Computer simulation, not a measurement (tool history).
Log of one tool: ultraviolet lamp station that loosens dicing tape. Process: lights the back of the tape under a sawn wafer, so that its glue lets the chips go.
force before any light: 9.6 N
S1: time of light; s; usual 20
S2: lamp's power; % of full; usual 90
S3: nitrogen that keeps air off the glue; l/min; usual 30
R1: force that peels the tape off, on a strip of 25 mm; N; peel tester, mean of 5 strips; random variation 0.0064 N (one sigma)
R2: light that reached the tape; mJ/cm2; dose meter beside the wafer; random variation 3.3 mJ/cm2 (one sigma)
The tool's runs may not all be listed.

Run 1, hour 0.0: usual settings. Result: R1 0.324 N, R2 429 mJ/cm2.
Run 2, hour 11.7: usual settings. Result: R1 0.331 N, R2 434 mJ/cm2.
Run 3, hour 27.6: usual settings. Result: R1 0.326 N, R2 423 mJ/cm2.
Run 4, hour 41.5: usual settings. Result: R1 0.342 N, R2 428 mJ/cm2.
Run 5, hour 60.0: usual settings but S1 22 s. Result: R1 0.271 N, R2 465 mJ/cm2.
Run 6, hour 72.7: usual settings but S1 22 s. Result: R1 0.272 N, R2 462 mJ/cm2.
Run 7, hour 80.9: usual settings but S2 88 % of full. Result: R1 0.389 N, R2 407 mJ/cm2.
Run 8, hour 94.7: usual settings but S2 88 % of full. Result: R1 0.380 N, R2 406 mJ/cm2.
Run 9, hour 113.8: usual settings but S3 55 l/min. Result: R1 0.225 N, R2 413 mJ/cm2.
Run 10, hour 121.8: usual settings. Result: R1 0.370 N, R2 408 mJ/cm2.
Run 11, hour 138.7: usual settings. Result: R1 0.378 N, R2 407 mJ/cm2.
Run 12, hour 157.0: usual settings. Result: R1 0.394 N, R2 400 mJ/cm2.
At hour 166.6: window cleaned of glue's vapour.
Run 13, hour 173.8: usual settings. Result: R1 0.274 N, R2 450 mJ/cm2.
Run 14, hour 193.7: usual settings. Result: R1 0.287 N, R2 452 mJ/cm2.
Run 15, hour 207.1: usual settings but S3 51 l/min. Result: R1 0.189 N, R2 446 mJ/cm2.
Run 16, hour 220.7: usual settings but S3 21 l/min. Result: R1 0.430 N, R2 447 mJ/cm2.
Run 17, hour 229.0: usual settings but S3 21 l/min. Result: R1 0.439 N, R2 441 mJ/cm2.
Run 18, hour 247.7: usual settings but S3 21 l/min. Result: R1 0.416 N, R2 442 mJ/cm2.
Run 19, hour 260.3: usual settings but S3 21 l/min. Result: R1 0.452 N, R2 437 mJ/cm2.
Run 20, hour 279.8: usual settings but S2 69 % of full. Result: R1 0.672 N, R2 333 mJ/cm2.
Run 21, hour 291.5: usual settings but S2 69 % of full. Result: R1 0.635 N, R2 331 mJ/cm2.
Run 22, hour 309.0: usual settings but S2 69 % of full. Result: R1 0.659 N, R2 329 mJ/cm2.
Run 23, hour 318.5: usual settings but S1 35 s, S2 94 % of full, S3 51 l/min. Result: R1 0.079 N, R2 785 mJ/cm2.
Run 24, hour 330.4: usual settings but S1 35 s, S2 94 % of full, S3 51 l/min. Result: R1 0.067 N, R2 779 mJ/cm2.
Run 25, hour 340.4: usual settings but S1 35 s, S2 94 % of full, S3 51 l/min. Result: R1 0.075 N, R2 775 mJ/cm2.
Run 26, hour 354.9: usual settings but S1 21 s, S2 81 % of full, S3 38 l/min. Result: R1 0.341 N, R2 399 mJ/cm2.
Run 27, hour 371.4: usual settings but S2 85 % of full, S3 14 l/min. Result: R1 0.868 N, R2 392 mJ/cm2.
Run 28, hour 387.6: usual settings but S1 12 s, S2 64 % of full, S3 14 l/min. Result: R1 3.068 N, R2 177 mJ/cm2.
Run 29, hour 402.8: usual settings but S1 24 s, S2 79 % of full, S3 13 l/min. Result: R1 0.721 N, R2 433 mJ/cm2.
Run 30, hour 415.6: usual settings but S1 24 s, S2 79 % of full, S3 9 l/min. Result: R1 0.928 N, R2 428 mJ/cm2.
Run 31, hour 434.6: usual settings but S2 83 % of full, S3 38 l/min. Result: R1 0.421 N, R2 379 mJ/cm2.
Run 32, hour 453.1: usual settings but S2 83 % of full, S3 38 l/min. Result: R1 0.407 N, R2 372 mJ/cm2.
Run 33, hour 466.5: usual settings but S2 83 % of full, S3 42 l/min. Result: R1 0.369 N, R2 372 mJ/cm2.
Run 34, hour 479.0: usual settings but S1 12 s, S2 88 % of full, S3 26 l/min. Result: R1 1.541 N, R2 233 mJ/cm2.
Run 35, hour 494.7: usual settings but S1 12 s, S2 95 % of full, S3 10 l/min. Result: R1 2.353 N, R2 248 mJ/cm2.
Run 36, hour 505.2: usual settings but S1 12 s, S2 95 % of full, S3 10 l/min. Result: R1 2.415 N, R2 251 mJ/cm2.
Run 37, hour 524.9: usual settings but S1 27 s, S2 74 % of full, S3 9 l/min. Result: R1 0.997 N, R2 433 mJ/cm2.
Run 38, hour 534.9: usual settings but S1 35 s, S2 70 % of full, S3 58 l/min. Result: R1 0.121 N, R2 533 mJ/cm2.
Run 39, hour 543.3: usual settings but S1 35 s, S2 70 % of full, S3 58 l/min. Result: R1 0.111 N, R2 531 mJ/cm2.
Run 40, hour 561.7: usual settings but S1 35 s, S2 70 % of full, S3 58 l/min. Result: R1 0.123 N, R2 524 mJ/cm2.
Run 41, hour 579.2: usual settings but S1 35 s, S2 70 % of full, S3 58 l/min. Result: R1 0.115 N, R2 524 mJ/cm2.
Run 42, hour 591.9: usual settings but S1 35 s, S2 77 % of full, S3 58 l/min. Result: R1 0.104 N, R2 568 mJ/cm2.
Run 43, hour 608.0: usual settings but S1 16 s, S3 14 l/min. Result: R1 1.461 N, R2 300 mJ/cm2.

Forecast each of these 4 alternatives for the next run:
Run A, hour 621.6: usual settings but S1 14 s, S3 14 l/min. Result: R1 ?, R2 ?.
Run B, hour 621.6: usual settings but S2 68 % of full, S3 10 l/min. Result: R1 ?, R2 ?.
Run C, hour 621.6: usual settings but S1 16 s, S3 9 l/min. Result: R1 ?, R2 ?.
Run D, hour 621.6: usual settings but S1 16 s, S2 68 % of full, S3 23 l/min. Result: R1 ?, R2 ?.

run     R1   R2
  A  1.938  264
  B  2.061  281
  C  1.960  303
  D  1.747  223
Without the tool's hidden state the same runs would have given:
run     R1   R2
  A  1.075  361
  B  1.169  386
  C  1.103  414
  D  0.951  307
